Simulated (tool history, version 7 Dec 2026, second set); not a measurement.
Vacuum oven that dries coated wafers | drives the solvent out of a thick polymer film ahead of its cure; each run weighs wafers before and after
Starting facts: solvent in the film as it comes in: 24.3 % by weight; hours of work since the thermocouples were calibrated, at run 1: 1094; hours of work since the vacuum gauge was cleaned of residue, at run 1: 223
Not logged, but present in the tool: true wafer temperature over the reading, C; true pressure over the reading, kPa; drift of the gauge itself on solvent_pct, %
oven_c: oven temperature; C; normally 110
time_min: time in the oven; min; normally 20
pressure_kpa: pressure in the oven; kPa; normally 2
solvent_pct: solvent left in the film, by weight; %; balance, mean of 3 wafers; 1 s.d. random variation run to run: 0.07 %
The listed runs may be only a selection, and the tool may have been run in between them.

run   hour  oven_c  time_min  pressure_kpa  hours of work since the thermocouples were calibrated  hours of work since the vacuum gauge was cleaned of residue  solvent_pct
  1      0     110        20             2                                                   1094                                                          223         5.33
  2     10     110        20             2                                                   1099                                                          227         5.47
  3     17     110        20             2                                                   1102                                                          231         5.47
  4   32.3     110        20             2                                                   1109                                                          237         5.33
  5   45.8     110        20             2                                                   1115                                                          243         5.27
  6   57.4     101        20             2                                                   1120                                                          249         8.75
  7   73.4     101        20             2                                                   1127                                                          256         8.82
      76.2  -- vacuum gauge cleaned of residue and calibrated
  8   81.9     110        20             2                                                   1130                                                            3         5.45
  9   93.5     110        24             2                                                   1135                                                            8         4.57
 10  105.9     103        20             2                                                   1141                                                           13         8.03
 11  119.8     103        20             2                                                   1147                                                           20         8.05
 12    133     109        20             2                                                   1153                                                           25         5.89
 13    143     109        20             2                                                   1158                                                           30         5.67
 14  155.6     103        20             2                                                   1163                                                           36            8
 15  163.4     112        20             2                                                   1167                                                           39          4.8
 16  175.5     112        12          3.89                                                   1172                                                           45         9.42
     180.2  -- vacuum gauge cleaned of residue and calibrated, once more
 17    191     110        20             2                                                   1178                                                            5          5.3
 18  205.2     112        28          5.88                                                   1185                                                           11         8.02
 19  218.3     112        16          2.26                                                   1191                                                           17         6.04
 20  234.1     103        10          2.26                                                   1198                                                           24        12.39
 21  245.4     103        10          2.26                                                   1203                                                           29        12.45
 22  254.5     103        10          2.26                                                   1207                                                           33        12.62
 23  266.4     100        15          7.56                                                   1212                                                           39        17.51
 24  273.7     100        15          7.56                                                   1216                                                           42        18.06
 25  287.1     112        19             2                                                   1222                                                           48         4.91
 26  294.7     108        34           6.1                                                   1225                                                           51         9.27
 27  308.5     108        35          1.75                                                   1231                                                           58         3.39

Each row is a separate what-if for the run after 27, all from the same tool condition, not one after another. Results?
  A  315.6     108        20           1.4                                                   1234                                                           61            ?
  B  315.6     108        26          1.75                                                   1234                                                           61            ?
  C  315.6     101        12          1.36                                                   1234                                                           61            ?
  D  315.6     107        15          2.29                                                   1234                                                           61            ?

run  solvent_pct
  A         5.34
  B         4.53
  C        11.24
  D         8.45
With the hidden condition removed and each run's random variation left untouched, the same runs would have given:
run  solvent_pct
  A          4.9
  B         4.14
  C        10.74
  D         7.92

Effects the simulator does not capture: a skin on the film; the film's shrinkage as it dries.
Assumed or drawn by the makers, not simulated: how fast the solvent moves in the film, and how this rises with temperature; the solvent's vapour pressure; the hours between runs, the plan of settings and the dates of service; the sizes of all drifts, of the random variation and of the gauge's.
